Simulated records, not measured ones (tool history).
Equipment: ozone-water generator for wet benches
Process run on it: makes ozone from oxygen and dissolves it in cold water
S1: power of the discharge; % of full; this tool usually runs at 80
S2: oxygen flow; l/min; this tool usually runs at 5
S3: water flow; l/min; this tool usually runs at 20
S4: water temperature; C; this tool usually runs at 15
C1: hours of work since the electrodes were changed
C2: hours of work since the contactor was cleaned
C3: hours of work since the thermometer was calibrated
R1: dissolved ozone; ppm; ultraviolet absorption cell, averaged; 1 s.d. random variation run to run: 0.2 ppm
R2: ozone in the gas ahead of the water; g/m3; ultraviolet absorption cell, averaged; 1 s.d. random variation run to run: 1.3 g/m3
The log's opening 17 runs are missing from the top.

| run | day | S1 | S2 | S3 | S4 | C1 | C2 | C3 | R1 | R2 |
|---|---|---|---|---|---|---|---|---|---|---|
| 18 | 38.067 | 80 | 5 | 30 | 12 | 1877 | 800 | 3874 | 20.9 | 232.2 |
| 19 | 39.996 | 60 | 8.8 | 30 | 12 | 1914 | 837 | 3911 | 19.4 | 154.9 |
| 20 | 41.396 | 80 | 6.91 | 14 | 7 | 1941 | 864 | 3938 | 40.9 | 201.9 |
| 21 | 43.05 | 80 | 6.91 | 14 | 7 | 1973 | 896 | 3969 | 40.1 | 199.5 |
|  | 43.504 | contactor cleaned |
| 22 | 45.579 | 80 | 5 | 19 | 15 | 2018 | 40 | 4015 | 29 | 233.3 |
| 23 | 48.325 | 80 | 5 | 20 | 9 | 2070 | 92 | 4067 | 29.2 | 232.3 |
| 24 | 50.154 | 80 | 5 | 14 | 7 | 2105 | 127 | 4102 | 39.5 | 232.2 |
| 25 | 52.438 | 84 | 6.78 | 17 | 13 | 2149 | 171 | 4146 | 33.3 | 206.7 |
| 26 | 54.933 | 53 | 6.78 | 17 | 9 | 2196 | 218 | 4193 | 27.4 | 164.1 |
| 27 | 58.108 | 82 | 5.84 | 14 | 21 | 2257 | 279 | 4254 | 31.6 | 218.5 |
|  | 58.742 | contactor cleaned, once more |
| 28 | 59.675 | 82 | 5.84 | 23 | 21 | 2284 | 18 | 4281 | 23.7 | 218.3 |
| 29 | 61.592 | 82 | 5.84 | 23 | 21 | 2320 | 54 | 4317 | 23.7 | 218.2 |
| 30 | 63.808 | 80 | 5 | 20 | 19 | 2363 | 97 | 4359 | 26 | 230.9 |
| 31 | 66.625 | 80 | 5 | 20 | 19 | 2416 | 151 | 4413 | 25.7 | 229.1 |
| 32 | 68.454 | 80 | 5 | 20 | 19 | 2451 | 185 | 4448 | 26.2 | 230.9 |

5 ways to go on from here, each from the tool as it stands after run 32. What would each give?
| A | 70.696 | 90 | 5 | 19 | 19 | 2494 | 228 | 4491 | ? | ? |
| B | 70.696 | 80 | 5 | 20 | 21 | 2494 | 228 | 4491 | ? | ? |
| C | 70.696 | 61 | 5 | 17 | 11 | 2494 | 228 | 4491 | ? | ? |
| D | 70.696 | 80 | 5 | 23 | 15 | 2494 | 228 | 4491 | ? | ? |
| E | 70.696 | 80 | 5 | 20 | 23 | 2494 | 228 | 4491 | ? | ? |

| run | R1 | R2 |
|---|---|---|
| A | 28.4 | 244.9 |
| B | 25 | 226.3 |
| C | 28 | 199.1 |
| D | 24.5 | 228.5 |
| E | 24.4 | 229.3 |
Had the tool no hidden state, the same runs would have come out as:
| run | R1 | R2 |
|---|---|---|
| A | 30.8 | 263.4 |
| B | 27 | 242.5 |
| C | 30 | 211.2 |
| D | 26.5 | 244.9 |
| E | 26.4 | 245.6 |
